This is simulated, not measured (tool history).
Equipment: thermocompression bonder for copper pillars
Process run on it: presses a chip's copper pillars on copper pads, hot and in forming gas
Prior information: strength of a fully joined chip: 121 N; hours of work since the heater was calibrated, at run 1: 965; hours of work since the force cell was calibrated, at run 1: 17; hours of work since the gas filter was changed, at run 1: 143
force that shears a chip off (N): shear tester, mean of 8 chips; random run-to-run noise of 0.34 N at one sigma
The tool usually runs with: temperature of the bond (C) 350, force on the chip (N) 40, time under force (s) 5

run	day	temperature of the bond (C)	force on the chip (N)	time under force (s)	hours of work since the heater was calibrated	hours of work since the force cell was calibrated	hours of work since the gas filter was changed	force that shears a chip off (N)
1	0	350	40	5	965	17	143	77.8
2	2.296	350	40	3	999	51	177	67.5
3	3.929	350	40	5	1023	76	201	77.3
4	6.142	350	40	5	1056	108	233	77.4
5	7.988	350	36	5	1084	136	261	72
6	10.121	350	40	5	1115	167	292	77
7	11.829	356	40	5	1141	193	318	79.1
8	14.029	356	40	5	1173	225	350	79
9	15.804	356	28	5	1199	251	377	60.8
10	18.354	356	28	5	1237	289	414	60.7
# day 18.708: forming gas filter changed
11	20.262	356	28	5	1265	317	23	63.9
12	21.721	350	40	5	1287	339	45	79.1
# day 22.462: heater calibrated with a thermocouple chip
13	23.133	350	40	5	10	358	64	81.9
14	25.912	332	40	5	51	400	106	73.2
15	28.762	350	40	5	93	442	148	80.8
16	31.792	350	40	5	138	487	193	79.6
17	33.688	350	40	5	166	515	221	81
18	35.05	321	40	5	187	535	241	66.7
19	36.388	321	40	6	206	555	261	70.8
20	37.912	321	40	6	229	577	283	70.3

Estimate the outcome of run 21 from the log above:
21	40.388	362	24	11	266	614	320	?

Run 21 yielded force that shears a chip off (N) 74.4.
Were there no unlogged condition in the tool, this run, its random variation unchanged, would have produced force that shears a chip off (N) 76.3.

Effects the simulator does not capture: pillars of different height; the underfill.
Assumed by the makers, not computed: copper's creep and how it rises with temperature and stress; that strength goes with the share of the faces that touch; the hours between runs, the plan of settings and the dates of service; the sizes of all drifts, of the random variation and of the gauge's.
